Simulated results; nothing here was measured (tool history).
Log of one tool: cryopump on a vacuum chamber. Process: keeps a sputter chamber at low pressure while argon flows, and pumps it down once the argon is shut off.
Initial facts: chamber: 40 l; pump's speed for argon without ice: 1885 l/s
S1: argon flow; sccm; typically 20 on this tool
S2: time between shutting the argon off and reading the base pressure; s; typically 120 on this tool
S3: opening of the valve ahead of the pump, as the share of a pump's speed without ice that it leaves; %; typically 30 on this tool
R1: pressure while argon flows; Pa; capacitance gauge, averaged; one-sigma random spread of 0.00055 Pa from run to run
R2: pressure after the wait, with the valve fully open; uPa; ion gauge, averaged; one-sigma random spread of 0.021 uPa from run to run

run,hour,S1,S2,S3,R1,R2
1,0,20,120,30,0.061,1.32
2,27.3,20,120,30,0.0608,1.32
3,74.9,20,120,30,0.061,1.33
4,138.6,20,120,30,0.0607,1.41
5,176.4,20,120,30,0.0627,1.45
6,232.9,20,120,30,0.0624,1.47
7,295.9,13,120,30,0.0405,1.48
8,345.3,20,120,30,0.0625,1.51
9,373.3,20,120,30,0.0623,1.57
10,427.5,20,120,30,0.0618,0.46
11,463.9,27,120,30,0.0852,0.42
12,520.1,27,120,30,0.0848,0.47
13,566.2,27,120,30,0.0852,0.51
14,596.8,20,120,30,0.0628,0.52
15,642.7,20,120,30,0.0628,0.54
16,679.3,14,120,30,0.0444,0.59
17,714.8,20,28,30,0.0631,1.21
18,743.5,20,28,30,0.0631,1.24
19,805.4,20,28,30,0.0631,1.26
20,857.5,20,28,30,0.0603,1.23
21,916.9,23,120,15,0.1377,0.65
22,972.3,23,120,15,0.1385,0.62
23,1001.3,14,48,15,0.0832,0.97
24,1062.4,28,179,15,0.1679,0.66
25,1108.7,28,179,15,0.1691,0.68
26,1148.1,12,215,30,0.036,0.71
27,1197.3,10,38,42,0.022,1.14
28,1239.4,19,106,42,0.0416,0.85
29,1282.5,19,106,42,0.0421,0.87
30,1344.3,19,106,42,0.0417,0.86
31,1376.1,19,106,42,0.0418,0.9
32,1420.7,19,106,42,0.0418,0.96
33,1455.7,14,106,42,0.0319,0.9

Withheld: 2 entries from between the runs. Position of each, and hidden state at the listed run before versus the listed run after:
From run 9 to run 10: leaking fittings of the chamber tightened, without venting (hour 386.8)
  pump's speed, % of a pump's without ice: 89.1 -> 88.4; cold plate's temperature, K: 12.52 -> 12.53; leak into the chamber, uPa l/s: 2271 -> 384
  measured result minus the result with no hidden state, R1: +0.0024 -> +0.0026 Pa; R2: +1.22 -> +0.07 uPa
From run 19 to run 20: pump warmed up, emptied and cooled again (hour 856)
  pump's speed, % of a pump's without ice: 83.9 -> 99.2; cold plate's temperature, K: 12.65 -> 12.66; leak into the chamber, uPa l/s: 713 -> 754
  measured result minus the result with no hidden state, R1: +0.0037 -> +0.0004 Pa; R2: +0.3 -> +0.25 uPa
